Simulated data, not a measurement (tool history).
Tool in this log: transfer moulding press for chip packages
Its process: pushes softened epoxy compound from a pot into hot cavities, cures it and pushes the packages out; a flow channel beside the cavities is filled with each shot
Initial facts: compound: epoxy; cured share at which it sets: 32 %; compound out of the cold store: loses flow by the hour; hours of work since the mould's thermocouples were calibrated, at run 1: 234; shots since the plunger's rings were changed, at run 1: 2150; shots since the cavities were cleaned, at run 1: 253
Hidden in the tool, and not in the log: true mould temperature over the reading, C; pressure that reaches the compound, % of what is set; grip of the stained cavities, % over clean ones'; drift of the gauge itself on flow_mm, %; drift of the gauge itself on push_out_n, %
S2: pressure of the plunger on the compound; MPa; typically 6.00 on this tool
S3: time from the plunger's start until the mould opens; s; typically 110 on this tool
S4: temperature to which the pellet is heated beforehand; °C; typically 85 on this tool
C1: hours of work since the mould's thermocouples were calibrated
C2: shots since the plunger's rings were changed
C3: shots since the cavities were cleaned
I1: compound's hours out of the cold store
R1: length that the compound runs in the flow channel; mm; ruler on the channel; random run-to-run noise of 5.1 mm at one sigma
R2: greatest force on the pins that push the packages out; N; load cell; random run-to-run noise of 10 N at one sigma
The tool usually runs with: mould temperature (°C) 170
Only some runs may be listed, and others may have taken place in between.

{"run": 1, "day": 0.0, "mould temperature (°C)": 170, "S2": 6.0, "S3": 110, "S4": 85, "C1": 234, "C2": 2150, "C3": 253, "I1": 12.3, "R1": 555, "R2": 530}
{"run": 2, "day": 0.375, "mould temperature (°C)": 170, "S2": 6.0, "S3": 110, "S4": 85, "C1": 241, "C2": 2265, "C3": 368, "I1": 42.4, "R1": 475, "R2": 584}
{"run": 3, "day": 0.638, "mould temperature (°C)": 170, "S2": 6.0, "S3": 110, "S4": 85, "C1": 246, "C2": 2344, "C3": 447, "I1": 34.4, "R1": 495, "R2": 560}
{"day": 0.762, "done": "cavities cleaned with cleaning compound and waxed"}
{"run": 4, "day": 1.025, "mould temperature (°C)": 170, "S2": 6.0, "S3": 110, "S4": 85, "C1": 252, "C2": 2442, "C3": 79, "I1": 9.6, "R1": 566, "R2": 694}
{"run": 5, "day": 1.221, "mould temperature (°C)": 170, "S2": 6.0, "S3": 110, "S4": 85, "C1": 256, "C2": 2502, "C3": 139, "I1": 18.4, "R1": 532, "R2": 681}
{"run": 6, "day": 1.471, "mould temperature (°C)": 170, "S2": 6.0, "S3": 110, "S4": 85, "C1": 260, "C2": 2578, "C3": 215, "I1": 32.1, "R1": 496, "R2": 665}
{"run": 7, "day": 1.821, "mould temperature (°C)": 170, "S2": 6.0, "S3": 110, "S4": 85, "C1": 267, "C2": 2685, "C3": 322, "I1": 26.7, "R1": 500, "R2": 659}
{"run": 8, "day": 2.104, "mould temperature (°C)": 170, "S2": 6.0, "S3": 110, "S4": 85, "C1": 272, "C2": 2771, "C3": 408, "I1": 10.0, "R1": 550, "R2": 702}
{"run": 9, "day": 2.275, "mould temperature (°C)": 170, "S2": 6.0, "S3": 112, "S4": 85, "C1": 275, "C2": 2823, "C3": 460, "I1": 28.3, "R1": 497, "R2": 662}
{"day": 2.371, "done": "cavities cleaned with cleaning compound and waxed"}
{"day": 2.583, "done": "cavities cleaned with cleaning compound and waxed, once more"}
{"run": 10, "day": 2.683, "mould temperature (°C)": 170, "S2": 6.0, "S3": 110, "S4": 79, "C1": 280, "C2": 2909, "C3": 30, "I1": 11.4, "R1": 541, "R2": 489}
{"run": 11, "day": 2.925, "mould temperature (°C)": 173, "S2": 7.25, "S3": 110, "S4": 79, "C1": 285, "C2": 2982, "C3": 103, "I1": 43.9, "R1": 519, "R2": 433}
{"run": 12, "day": 3.175, "mould temperature (°C)": 169, "S2": 6.0, "S3": 110, "S4": 77, "C1": 289, "C2": 3059, "C3": 180, "I1": 12.2, "R1": 547, "R2": 557}
{"run": 13, "day": 3.408, "mould temperature (°C)": 166, "S2": 6.0, "S3": 110, "S4": 87, "C1": 294, "C2": 3130, "C3": 251, "I1": 46.4, "R1": 463, "R2": 656}
{"run": 14, "day": 3.733, "mould temperature (°C)": 170, "S2": 7.3, "S3": 91, "S4": 84, "C1": 300, "C2": 3229, "C3": 350, "I1": 32.1, "R1": 538, "R2": 800}
{"run": 15, "day": 4.104, "mould temperature (°C)": 170, "S2": 6.35, "S3": 137, "S4": 90, "C1": 307, "C2": 3342, "C3": 463, "I1": 32.7, "R1": 499, "R2": 470}
{"day": 4.2, "done": "cavities cleaned with cleaning compound and waxed"}
{"run": 16, "day": 4.346, "mould temperature (°C)": 175, "S2": 5.64, "S3": 137, "S4": 90, "C1": 310, "C2": 3396, "C3": 45, "I1": 46.4, "R1": 434, "R2": 351}
{"run": 17, "day": 4.721, "mould temperature (°C)": 175, "S2": 5.64, "S3": 137, "S4": 90, "C1": 317, "C2": 3510, "C3": 159, "I1": 15.9, "R1": 503, "R2": 395}
{"run": 18, "day": 5.008, "mould temperature (°C)": 163, "S2": 6.26, "S3": 135, "S4": 77, "C1": 322, "C2": 3597, "C3": 246, "I1": 22.6, "R1": 528, "R2": 591}
{"run": 19, "day": 5.246, "mould temperature (°C)": 170, "S2": 4.92, "S3": 97, "S4": 75, "C1": 326, "C2": 3669, "C3": 318, "I1": 20.1, "R1": 462, "R2": 756}
{"run": 20, "day": 5.562, "mould temperature (°C)": 170, "S2": 4.92, "S3": 101, "S4": 75, "C1": 332, "C2": 3766, "C3": 415, "I1": 16.7, "R1": 462, "R2": 707}

Here are 3 independent what-if runs from the current tool condition. What would each one return?
{"day": 5.796, "done": "cavities cleaned with cleaning compound and waxed"}
{"run": "A", "day": 5.838, "mould temperature (°C)": 169, "S2": 6.0, "S3": 110, "S4": 85, "C1": 336, "C2": 3831, "C3": 14, "I1": 21.9, "R1": "?", "R2": "?"}
{"day": 5.796, "done": "cavities cleaned with cleaning compound and waxed"}
{"run": "B", "day": 5.838, "mould temperature (°C)": 163, "S2": 5.53, "S3": 110, "S4": 92, "C1": 336, "C2": 3831, "C3": 14, "I1": 24.5, "R1": "?", "R2": "?"}
{"day": 5.796, "done": "cavities cleaned with cleaning compound and waxed"}
{"run": "C", "day": 5.838, "mould temperature (°C)": 176, "S2": 6.0, "S3": 110, "S4": 85, "C1": 336, "C2": 3831, "C3": 14, "I1": 8.8, "R1": "?", "R2": "?"}

run=A R1=506 R2=514
run=B R1=494 R2=766
run=C R1=533 R2=394
With the hidden condition removed and each run's random variation left untouched, the same runs would have given:
run=A R1=547 R2=499
run=B R1=532 R2=747
run=C R1=575 R2=378
